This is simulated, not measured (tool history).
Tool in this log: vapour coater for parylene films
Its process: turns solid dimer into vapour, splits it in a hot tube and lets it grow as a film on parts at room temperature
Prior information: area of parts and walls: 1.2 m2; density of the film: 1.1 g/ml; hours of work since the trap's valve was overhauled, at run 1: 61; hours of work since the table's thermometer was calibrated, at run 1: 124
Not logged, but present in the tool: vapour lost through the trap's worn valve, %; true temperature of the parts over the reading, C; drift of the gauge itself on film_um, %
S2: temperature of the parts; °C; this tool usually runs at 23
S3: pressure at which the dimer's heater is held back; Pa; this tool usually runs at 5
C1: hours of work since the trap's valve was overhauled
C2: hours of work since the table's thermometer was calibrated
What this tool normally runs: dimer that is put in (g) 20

run 1 day=0 | dimer_that_is_put_in_(g)=20 S2=23 S3=5 | C1=61 C2=124 | thickness_of_the_film_(µm)=6.63
run 2 day=0.867 | dimer_that_is_put_in_(g)=20 S2=23 S3=5 | C1=77 C2=141 | thickness_of_the_film_(µm)=6.64
run 3 day=2.438 | dimer_that_is_put_in_(g)=20 S2=23 S3=7.95 | C1=107 C2=171 | thickness_of_the_film_(µm)=5.8
run 4 day=3.983 | dimer_that_is_put_in_(g)=20 S2=23 S3=7.95 | C1=137 C2=200 | thickness_of_the_film_(µm)=5.78
run 5 day=5.638 | dimer_that_is_put_in_(g)=20 S2=23 S3=7.95 | C1=168 C2=231 | thickness_of_the_film_(µm)=5.73
run 6 day=6.883 | dimer_that_is_put_in_(g)=20 S2=23 S3=7.95 | C1=192 C2=255 | thickness_of_the_film_(µm)=5.63
run 7 day=8.008 | dimer_that_is_put_in_(g)=20 S2=23 S3=3.81 | C1=213 C2=277 | thickness_of_the_film_(µm)=6.74
run 8 day=8.858 | dimer_that_is_put_in_(g)=20 S2=23 S3=3.81 | C1=230 C2=293 | thickness_of_the_film_(µm)=6.79
run 9 day=9.875 | dimer_that_is_put_in_(g)=18 S2=23 S3=3.81 | C1=249 C2=312 | thickness_of_the_film_(µm)=5.92
run 10 day=11.438 | dimer_that_is_put_in_(g)=18 S2=23 S3=3.81 | C1=279 C2=342 | thickness_of_the_film_(µm)=5.83
run 11 day=12.225 | dimer_that_is_put_in_(g)=20 S2=23 S3=4.63 | C1=294 C2=357 | thickness_of_the_film_(µm)=6.06
-- day=12.612 trap's valve overhauled
run 12 day=13.646 | dimer_that_is_put_in_(g)=20 S2=23 S3=9.1 | C1=20 C2=381 | thickness_of_the_film_(µm)=5.9
run 13 day=14.462 | dimer_that_is_put_in_(g)=20 S2=23 S3=9.1 | C1=35 C2=396 | thickness_of_the_film_(µm)=5.76
run 14 day=16.146 | dimer_that_is_put_in_(g)=20 S2=23 S3=9.1 | C1=67 C2=429 | thickness_of_the_film_(µm)=5.66
run 15 day=17.662 | dimer_that_is_put_in_(g)=20 S2=23 S3=5 | C1=96 C2=458 | thickness_of_the_film_(µm)=6.43
run 16 day=18.525 | dimer_that_is_put_in_(g)=20 S2=23 S3=5.52 | C1=113 C2=474 | thickness_of_the_film_(µm)=6.22
run 17 day=19.371 | dimer_that_is_put_in_(g)=20 S2=17 S3=5 | C1=129 C2=490 | thickness_of_the_film_(µm)=7.79
run 18 day=20.804 | dimer_that_is_put_in_(g)=22 S2=23 S3=5 | C1=156 C2=517 | thickness_of_the_film_(µm)=6.97
run 19 day=22.129 | dimer_that_is_put_in_(g)=29 S2=23 S3=5 | C1=181 C2=543 | thickness_of_the_film_(µm)=9.13
run 20 day=23.017 | dimer_that_is_put_in_(g)=15 S2=23 S3=5 | C1=198 C2=560 | thickness_of_the_film_(µm)=4.67
run 21 day=24.654 | dimer_that_is_put_in_(g)=15 S2=23 S3=5 | C1=230 C2=591 | thickness_of_the_film_(µm)=4.67
run 22 day=25.512 | dimer_that_is_put_in_(g)=20 S2=23 S3=5 | C1=246 C2=607 | thickness_of_the_film_(µm)=6
run 23 day=27.162 | dimer_that_is_put_in_(g)=20 S2=23 S3=5 | C1=277 C2=639 | thickness_of_the_film_(µm)=6.03
run 24 day=28.1 | dimer_that_is_put_in_(g)=20 S2=23 S3=5 | C1=295 C2=656 | thickness_of_the_film_(µm)=5.9
-- day=28.479 trap's valve overhauled
run 25 day=29.688 | dimer_that_is_put_in_(g)=18 S2=16 S3=5 | C1=23 C2=684 | thickness_of_the_film_(µm)=7.51
run 26 day=31.288 | dimer_that_is_put_in_(g)=18 S2=16 S3=5 | C1=54 C2=714 | thickness_of_the_film_(µm)=7.45
run 27 day=32.058 | dimer_that_is_put_in_(g)=34 S2=16 S3=11.43 | C1=68 C2=729 | thickness_of_the_film_(µm)=11.37
run 28 day=32.842 | dimer_that_is_put_in_(g)=28 S2=23 S3=5 | C1=83 C2=744 | thickness_of_the_film_(µm)=9.14
run 29 day=33.65 | dimer_that_is_put_in_(g)=28 S2=23 S3=5 | C1=98 C2=759 | thickness_of_the_film_(µm)=9.24
run 30 day=34.829 | dimer_that_is_put_in_(g)=28 S2=23 S3=5 | C1=121 C2=782 | thickness_of_the_film_(µm)=8.99
run 31 day=35.767 | dimer_that_is_put_in_(g)=28 S2=23 S3=5.93 | C1=139 C2=799 | thickness_of_the_film_(µm)=8.64
run 32 day=37.171 | dimer_that_is_put_in_(g)=28 S2=26 S3=8.86 | C1=166 C2=826 | thickness_of_the_film_(µm)=6.93
run 33 day=38.646 | dimer_that_is_put_in_(g)=28 S2=26 S3=8.86 | C1=194 C2=854 | thickness_of_the_film_(µm)=7.01
run 34 day=40.212 | dimer_that_is_put_in_(g)=28 S2=23 S3=8.86 | C1=224 C2=884 | thickness_of_the_film_(µm)=7.44
run 35 day=41.462 | dimer_that_is_put_in_(g)=28 S2=23 S3=8.86 | C1=247 C2=908 | thickness_of_the_film_(µm)=7.45
run 36 day=42.221 | dimer_that_is_put_in_(g)=28 S2=23 S3=8.86 | C1=262 C2=922 | thickness_of_the_film_(µm)=7.31
run 37 day=43.112 | dimer_that_is_put_in_(g)=26 S2=22 S3=2.09 | C1=279 C2=939 | thickness_of_the_film_(µm)=9.98
run 38 day=43.812 | dimer_that_is_put_in_(g)=24 S2=20 S3=9.5 | C1=292 C2=953 | thickness_of_the_film_(µm)=6.64
-- day=44.367 trap's valve overhauled
run 39 day=44.696 | dimer_that_is_put_in_(g)=20 S2=23 S3=4.84 | C1=6 C2=966 | thickness_of_the_film_(µm)=6.74
run 40 day=45.417 | dimer_that_is_put_in_(g)=17 S2=27 S3=5.97 | C1=20 C2=980 | thickness_of_the_film_(µm)=4.81
run 41 day=46.675 | dimer_that_is_put_in_(g)=23 S2=18 S3=5 | C1=44 C2=1004 | thickness_of_the_film_(µm)=8.91
run 42 day=47.758 | dimer_that_is_put_in_(g)=20 S2=31 S3=6.23 | C1=65 C2=1025 | thickness_of_the_film_(µm)=4.81
run 43 day=48.946 | dimer_that_is_put_in_(g)=11 S2=33 S3=2.84 | C1=87 C2=1047 | thickness_of_the_film_(µm)=3.03
run 44 day=50.196 | dimer_that_is_put_in_(g)=8 S2=16 S3=9.15 | C1=111 C2=1071 | thickness_of_the_film_(µm)=2.75
run 45 day=51.438 | dimer_that_is_put_in_(g)=8 S2=16 S3=9.15 | C1=135 C2=1095 | thickness_of_the_film_(µm)=2.74
run 46 day=52.942 | dimer_that_is_put_in_(g)=30 S2=21 S3=3.05 | C1=163 C2=1124 | thickness_of_the_film_(µm)=11.33
run 47 day=53.871 | dimer_that_is_put_in_(g)=17 S2=25 S3=7.86 | C1=181 C2=1141 | thickness_of_the_film_(µm)=4.47

How would selected steps in thickness of the film (µm) from run to run divide? Give the signed amount a tool lacking its hidden state would still show from settings, what came in and random variation, and the signed amount left for the hidden state, including any gauge scatter that is not in both of the compared results.
Run 19 -> 20: dimer that is put in (g) 29 -> 15. thickness of the film (µm) -4.46: hidden state +0.38, all else -4.84.
Run 24 -> 25: dimer that is put in (g) 20 -> 18, S2 23 -> 16, trap's valve overhauled. thickness of the film (µm) +1.61: hidden state +0.76, all else +0.85.
Run 38 -> 39: dimer that is put in (g) 24 -> 20, S2 20 -> 23, S3 9.5 -> 4.84, trap's valve overhauled. thickness of the film (µm) +0.1: hidden state +0.88, all else -0.78.
Run 45 -> 46: dimer that is put in (g) 8 -> 30, S2 16 -> 21, S3 9.15 -> 3.05. thickness of the film (µm) +8.59: hidden state -0.73, all else +9.32.
Run 46 -> 47: dimer that is put in (g) 30 -> 17, S2 21 -> 25, S3 3.05 -> 7.86. thickness of the film (µm) -6.86: hidden state +0.52, all else -7.38.

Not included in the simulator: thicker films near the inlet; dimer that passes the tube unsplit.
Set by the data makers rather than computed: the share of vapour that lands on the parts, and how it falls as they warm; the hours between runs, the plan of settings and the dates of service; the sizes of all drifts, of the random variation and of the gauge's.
